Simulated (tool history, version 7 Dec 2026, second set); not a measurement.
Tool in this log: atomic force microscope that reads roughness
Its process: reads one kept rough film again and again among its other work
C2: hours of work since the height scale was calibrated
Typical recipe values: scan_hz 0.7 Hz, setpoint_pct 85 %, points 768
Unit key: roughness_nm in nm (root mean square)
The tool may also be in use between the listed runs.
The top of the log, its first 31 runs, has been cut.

-- hour=1248.1 new tip fitted
run 32 hour=1266.9 | scan_hz=0.953 setpoint_pct=73 points=768 | pictures_with_this_tip=36 C2=92 | roughness_nm=0.709
run 33 hour=1295.5 | scan_hz=0.55 setpoint_pct=58 points=531 | pictures_with_this_tip=90 C2=108 | roughness_nm=0.72
-- hour=1314.5 height scale calibrated on a step standard, once more
-- hour=1315 new tip fitted
run 34 hour=1335.8 | scan_hz=0.7 setpoint_pct=58 points=782 | pictures_with_this_tip=40 C2=11 | roughness_nm=0.729
-- hour=1376.7 new tip fitted
run 35 hour=1376.8 | scan_hz=0.7 setpoint_pct=58 points=782 | pictures_with_this_tip=1 C2=33 | roughness_nm=0.732
run 36 hour=1404.9 | scan_hz=2.547 setpoint_pct=85 points=768 | pictures_with_this_tip=54 C2=49 | roughness_nm=0.618
-- hour=1440.2 new tip fitted
run 37 hour=1440.2 | scan_hz=0.589 setpoint_pct=85 points=1019 | pictures_with_this_tip=0 C2=68 | roughness_nm=0.714
run 38 hour=1483.4 | scan_hz=0.589 setpoint_pct=85 points=1019 | pictures_with_this_tip=82 C2=91 | roughness_nm=0.7
-- hour=1506.6 new tip fitted
run 39 hour=1519.7 | scan_hz=0.589 setpoint_pct=85 points=278 | pictures_with_this_tip=25 C2=111 | roughness_nm=0.706
run 40 hour=1558.9 | scan_hz=0.7 setpoint_pct=61 points=871 | pictures_with_this_tip=99 C2=132 | roughness_nm=0.722
-- hour=1568.1 new tip fitted
run 41 hour=1616.1 | scan_hz=1.508 setpoint_pct=63 points=360 | pictures_with_this_tip=91 C2=163 | roughness_nm=0.703
-- hour=1630.7 new tip fitted
run 42 hour=1665.4 | scan_hz=1.508 setpoint_pct=63 points=360 | pictures_with_this_tip=66 C2=190 | roughness_nm=0.706
-- hour=1694.2 new tip fitted
run 43 hour=1708.9 | scan_hz=0.779 setpoint_pct=63 points=768 | pictures_with_this_tip=28 C2=213 | roughness_nm=0.723
-- hour=1755.9 new tip fitted
run 44 hour=1765.7 | scan_hz=0.779 setpoint_pct=63 points=768 | pictures_with_this_tip=18 C2=244 | roughness_nm=0.731
run 45 hour=1802.6 | scan_hz=0.779 setpoint_pct=63 points=768 | pictures_with_this_tip=88 C2=264 | roughness_nm=0.724
-- hour=1817.7 new tip fitted
run 46 hour=1865 | scan_hz=3.014 setpoint_pct=90 points=768 | pictures_with_this_tip=90 C2=298 | roughness_nm=0.573
-- hour=1879.9 new tip fitted
run 47 hour=1923.4 | scan_hz=3.014 setpoint_pct=90 points=768 | pictures_with_this_tip=83 C2=330 | roughness_nm=0.57
-- hour=1942 new tip fitted
run 48 hour=1961.2 | scan_hz=3.014 setpoint_pct=90 points=768 | pictures_with_this_tip=36 C2=350 | roughness_nm=0.577
run 49 hour=1998.6 | scan_hz=0.573 setpoint_pct=57 points=756 | pictures_with_this_tip=107 C2=370 | roughness_nm=0.718
-- hour=2004.7 new tip fitted
run 50 hour=2029.7 | scan_hz=3.51 setpoint_pct=57 points=756 | pictures_with_this_tip=48 C2=387 | roughness_nm=0.699

Below are 4 alternative next runs, each starting from the tool's condition after run 50. Predict each:
-- hour=2070.5 new tip fitted
run A hour=2070.5 | scan_hz=0.896 setpoint_pct=85 points=774 | pictures_with_this_tip=0 C2=409 | roughness_nm=?
-- hour=2070.5 new tip fitted
run B hour=2070.5 | scan_hz=3.51 setpoint_pct=77 points=947 | pictures_with_this_tip=0 C2=409 | roughness_nm=?
-- hour=2070.5 new tip fitted
run C hour=2070.5 | scan_hz=3.51 setpoint_pct=71 points=428 | pictures_with_this_tip=0 C2=409 | roughness_nm=?
-- hour=2070.5 new tip fitted
run D hour=2070.5 | scan_hz=1.846 setpoint_pct=62 points=378 | pictures_with_this_tip=0 C2=409 | roughness_nm=?

run=A roughness_nm=0.693
run=B roughness_nm=0.635
run=C roughness_nm=0.658
run=D roughness_nm=0.716
The same runs, with their run-to-run variation unchanged, on a tool lacking any hidden condition would have given:
run=A roughness_nm=0.695
run=B roughness_nm=0.636
run=C roughness_nm=0.659
run=D roughness_nm=0.718

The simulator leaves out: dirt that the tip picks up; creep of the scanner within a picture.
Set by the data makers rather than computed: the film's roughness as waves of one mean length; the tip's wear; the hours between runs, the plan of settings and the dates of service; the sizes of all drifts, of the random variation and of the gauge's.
